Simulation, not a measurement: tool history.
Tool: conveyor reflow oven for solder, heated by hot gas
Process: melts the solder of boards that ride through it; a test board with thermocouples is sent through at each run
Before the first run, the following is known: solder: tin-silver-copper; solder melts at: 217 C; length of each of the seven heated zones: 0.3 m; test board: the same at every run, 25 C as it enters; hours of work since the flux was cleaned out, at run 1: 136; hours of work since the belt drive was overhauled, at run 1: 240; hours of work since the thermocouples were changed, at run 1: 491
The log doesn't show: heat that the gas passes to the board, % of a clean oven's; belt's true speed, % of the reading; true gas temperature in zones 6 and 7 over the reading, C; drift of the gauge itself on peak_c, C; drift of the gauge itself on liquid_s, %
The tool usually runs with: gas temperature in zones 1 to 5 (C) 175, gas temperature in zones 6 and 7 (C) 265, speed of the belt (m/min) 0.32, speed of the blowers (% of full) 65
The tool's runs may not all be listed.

run	hour	gas temperature in zones 1 to 5 (C)	gas temperature in zones 6 and 7 (C)	speed of the belt (m/min)	speed of the blowers (% of full)	hours of work since the flux was cleaned out	hours of work since the belt drive was overhauled	hours of work since the thermocouples were changed	highest temperature of the board (C)	time above the solder's melting point (s)
1	0	175	265	0.32	65	136	240	491	252.7	87
2	15	175	265	0.32	65	144	248	499	252.8	86.3
3	25.4	175	265	0.32	65	150	253	504	252.4	86.4
4	36.2	175	265	0.32	65	155	259	510	252.8	86.7
5	48	175	265	0.32	65	161	265	516	252.8	86.5
6	65.2	175	265	0.32	65	170	274	525	252.9	86.6
7	77.1	175	265	0.32	65	176	280	531	252.9	86.7
# hour 82.5: thermocouples of zones 6 and 7 changed
8	86.2	175	265	0.32	65	180	284	2	252.7	86.9
9	98.2	175	265	0.32	65	186	290	8	252.7	86.9
10	107.7	175	265	0.32	65	191	295	13	252.7	86.8
11	116.3	175	265	0.32	65	196	299	17	253	86.4
12	129.3	175	265	0.32	65	202	306	24	253	86.5
13	141.6	175	265	0.32	65	209	312	31	252.6	86.5
14	151.8	175	265	0.32	65	214	317	36	252.7	87
15	168.9	175	265	0.29	65	223	326	45	255	99.4
16	181.1	175	265	0.32	65	229	333	51	252.4	86.9
17	195.2	175	265	0.352	53	236	340	58	246.3	69.7
18	211.5	175	256	0.32	66	245	348	67	244.9	78.4
19	220.9	175	256	0.32	66	250	353	72	244.8	78.8
20	231.7	179	254	0.32	65	255	359	77	243.5	78.8
21	239.9	179	254	0.32	65	259	363	81	243.5	78.8
22	256.2	180	280	0.32	65	268	371	90	267	100.1
23	269.9	175	257	0.32	51	275	379	97	241.9	71.6
24	286	175	257	0.32	51	283	387	105	242.2	71.9
25	301.3	175	257	0.32	51	291	395	113	241.9	71.4
26	313.3	175	257	0.32	51	297	401	119	242	71.7
27	326.8	178	253	0.323	65	304	408	126	242.3	75.5
28	337.6	170	274	0.37	63	310	414	132	254.8	72.8
29	345.2	170	274	0.37	63	314	417	136	254.6	72.8
30	354.9	170	274	0.272	63	319	422	141	264.1	111.9
31	362.7	175	265	0.297	52	323	427	145	251.7	91.2

Each row is a separate what-if for the run after 31, all from the same tool condition, not one after another. Results?
A	377.8	175	272	0.352	61	331	434	153	?	?
B	377.8	175	279	0.297	52	331	434	153	?	?
C	377.8	161	265	0.297	60	331	434	153	?	?
D	377.8	161	265	0.314	65	331	434	153	?	?

run	highest temperature of the board (C)	time above the solder's melting point (s)
A	255	79.2
B	264.2	102.9
C	251.9	85.2
D	251.4	80.4
With no hidden state in the tool, these same runs would have given:
run	highest temperature of the board (C)	time above the solder's melting point (s)
A	255.1	79.3
B	264.2	102.9
C	251.9	85.3
D	251.5	80.5

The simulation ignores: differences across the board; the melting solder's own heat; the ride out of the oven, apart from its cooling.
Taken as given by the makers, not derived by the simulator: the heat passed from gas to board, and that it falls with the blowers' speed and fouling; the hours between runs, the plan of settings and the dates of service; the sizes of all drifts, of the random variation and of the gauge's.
